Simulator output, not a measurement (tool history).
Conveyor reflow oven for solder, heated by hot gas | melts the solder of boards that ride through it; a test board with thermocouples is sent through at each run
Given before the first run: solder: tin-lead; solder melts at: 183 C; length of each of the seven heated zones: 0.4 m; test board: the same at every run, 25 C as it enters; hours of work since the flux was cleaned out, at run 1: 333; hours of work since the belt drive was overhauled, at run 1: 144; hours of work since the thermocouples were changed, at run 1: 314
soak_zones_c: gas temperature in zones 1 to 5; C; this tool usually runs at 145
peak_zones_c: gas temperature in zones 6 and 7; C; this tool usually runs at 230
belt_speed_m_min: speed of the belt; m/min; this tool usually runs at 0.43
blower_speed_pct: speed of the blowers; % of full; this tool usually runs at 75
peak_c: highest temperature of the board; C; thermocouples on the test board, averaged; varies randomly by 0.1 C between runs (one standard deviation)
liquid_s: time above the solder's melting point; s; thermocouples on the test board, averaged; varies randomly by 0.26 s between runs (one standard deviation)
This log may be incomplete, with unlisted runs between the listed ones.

run	day	soak_zones_c	peak_zones_c	belt_speed_m_min	blower_speed_pct	hours of work since the flux was cleaned out	hours of work since the belt drive was overhauled	hours of work since the thermocouples were changed	peak_c	liquid_s
1	0	145	230	0.43	75	333	144	314	217.5	88.3
2	0.85	145	239	0.43	75	344	155	324	225.6	95.6
3	2.083	141	230	0.43	75	360	171	340	216.8	85.9
4	2.742	141	230	0.43	75	368	179	348	216.9	85.4
# day 3.196: flux residue cleaned out of gas plates and filters
5	4.238	141	230	0.43	75	13	195	364	216.9	86
6	5.554	145	230	0.422	75	30	212	381	218.3	90.9
7	6.629	145	230	0.422	75	43	225	395	218.1	91.1
8	7.962	131	230	0.422	75	60	242	411	216.1	81.6
9	9.262	131	230	0.422	75	76	258	428	216.3	81.8
10	9.829	131	230	0.422	75	84	266	435	216.1	81.4
11	10.558	145	230	0.43	75	93	275	444	217.6	88.6
12	11.558	145	240	0.43	75	105	287	457	226.5	96.7
13	12.25	151	230	0.43	75	114	296	465	218.4	92.8
14	13.233	151	230	0.43	75	126	308	478	218.6	93.7
15	14.046	151	230	0.43	75	137	319	488	218.3	93.3
16	15.204	151	230	0.43	75	151	333	503	218.5	93.1
17	16.379	151	219	0.43	75	166	348	517	208.8	82.8
18	17.062	151	219	0.43	75	175	357	526	208.9	81.9
19	18.438	157	237	0.43	75	192	374	543	225.6	103
20	19.05	158	219	0.43	75	200	382	551	209.8	89.2
21	19.658	141	233	0.425	89	207	389	559	223	93.1
22	20.783	141	233	0.425	89	221	403	573	223	93.1
23	21.608	145	230	0.502	55	232	414	583	206.2	58.8
24	22.592	145	230	0.502	55	244	426	596	206.4	58.9
25	23.708	145	230	0.502	55	258	440	610	206.3	59.1
26	24.508	145	230	0.502	55	268	450	620	206.2	59.1
27	25.608	145	224	0.455	75	282	464	634	210.7	76
28	26.35	137	240	0.455	56	292	473	643	216.5	76
29	27.362	137	240	0.455	56	304	486	656	216.4	75.9
30	28.379	137	225	0.356	56	317	499	668	211.8	93.9
31	29.083	145	229	0.387	75	326	508	677	219.2	101.4
32	29.8	145	220	0.43	75	335	517	686	208.7	79

3 options for the next run, each taken on its own from the tool as it stands now. Forecast them:
A	30.771	145	228	0.444	75	347	529	698	?	?
B	30.771	148	230	0.359	67	347	529	698	?	?
C	30.771	145	239	0.433	75	347	529	698	?	?

run	peak_c	liquid_s
A	215	83.2
B	220.7	112.4
C	225.3	95.4
Had the tool no hidden state, the same runs would have come out as:
run	peak_c	liquid_s
A	215	83.2
B	220.7	112.3
C	225.3	95.3
